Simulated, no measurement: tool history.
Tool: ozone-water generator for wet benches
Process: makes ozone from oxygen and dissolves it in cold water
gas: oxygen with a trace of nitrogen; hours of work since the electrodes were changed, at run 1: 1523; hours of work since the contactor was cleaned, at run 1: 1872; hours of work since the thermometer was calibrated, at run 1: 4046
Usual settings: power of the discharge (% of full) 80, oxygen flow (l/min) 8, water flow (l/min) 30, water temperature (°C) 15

run,day,power of the discharge (% of full),oxygen flow (l/min),water flow (l/min),water temperature (°C),hours of work since the electrodes were changed,hours of work since the contactor was cleaned,hours of work since the thermometer was calibrated,dissolved ozone (ppm),ozone in the gas ahead of the water (g/m3)
1,0,80,8,30,15,1523,1872,4046,27.4,242.5
2,1.433,80,8,30,17,1557,1906,4080,26.7,240.6
3,2.371,80,8,30,17,1580,1928,4103,26.3,239.8
4,3.871,80,8,30,23,1615,1964,4138,24.7,243.6
5,5.192,80,7.87,30,23,1647,1995,4170,24.4,244.4
6,6.233,80,7.87,30,23,1672,2020,4194,24.4,244
7,7.633,72,7.87,30,23,1705,2053,4228,22.8,229.5
8,8.388,72,7.87,30,23,1723,2071,4246,22.8,228.2
9,9.775,72,7.87,30,23,1756,2104,4279,22.8,228.2
10,10.992,80,8,30,9,1785,2133,4307,29.6,244
11,12.458,80,8,30,9,1819,2168,4342,29.5,242.2
12,13.542,80,13.87,30,15,1845,2193,4368,24.3,164.9
13,14.354,80,13.87,30,15,1864,2213,4387,24.8,167.4
14,15.408,80,13.87,30,15,1890,2238,4412,24.5,165
15,16.146,80,8,30,15,1907,2255,4430,27,240.2
16,17.479,80,8,30,15,1939,2287,4462,27.2,240.9
17,18.583,43,8,37,15,1965,2313,4488,14.8,161.3
18,19.946,67,5.61,35,7,1997,2346,4520,22.8,273.2
19,21.125,51,8,30,15,2025,2374,4548,20.1,178.6
20,22.417,80,9.75,30,15,2056,2404,4579,26.2,210.9
21,23.692,41,8,24,9,2086,2435,4609,22.8,155.7
22,24.358,92,8,24,8,2102,2451,4625,39.1,265.3
23,25.671,92,8,24,8,2133,2482,4656,39.7,262.9
24,26.571,92,8,24,11,2155,2503,4678,37.3,261.9
25,27.492,92,8,24,11,2177,2525,4700,37.4,264.7
26,28.317,92,8,24,11,2196,2545,4719,37.1,261.5
27,29.192,83,5.27,30,15,2217,2565,4740,28,326.4
28,30.008,74,8,39,15,2237,2585,4759,20.2,229.7
29,31.55,59,10.9,26,11,2273,2622,4796,24.9,159
30,32.404,59,10.9,26,11,2293,2642,4816,24.9,157.5
31,33.354,67,6.17,47,20,2316,2664,4839,15,253.3
# day 34.162: water thermometer calibrated
32,34.325,67,10.19,30,13,2339,2687,4,24.2,180.3

Some steps in dissolved ozone (ppm) between neighbouring runs. How much of each would the tool show without its hidden state too (settings, what came in, random variation), and how much is left for the hidden state, with any gauge scatter that isn't in both results?
The hidden state here: yield of the discharge, % of new electrodes'; contactor's efficiency, % of a clean one's; true water temperature over the reading, C; drift of the gauge itself on ozone_ppm, %; drift of the gauge itself on gas_g_m3, %.
Run 16 -> 17: power of the discharge (% of full) 80 -> 43, water flow (l/min) 30 -> 37. dissolved ozone (ppm) -12.4: hidden state +1.1, all else -13.5.
Run 19 -> 20: power of the discharge (% of full) 51 -> 80, oxygen flow (l/min) 8 -> 9.75. dissolved ozone (ppm) +6.1: hidden state -0.8, all else +6.9.
Run 21 -> 22: power of the discharge (% of full) 41 -> 92, water temperature (°C) 9 -> 8. dissolved ozone (ppm) +16.3: hidden state -1.8, all else +18.1.
Run 30 -> 31: power of the discharge (% of full) 59 -> 67, oxygen flow (l/min) 10.9 -> 6.17, water flow (l/min) 26 -> 47, water temperature (°C) 11 -> 20. dissolved ozone (ppm) -9.9: hidden state +0.6, all else -10.5.
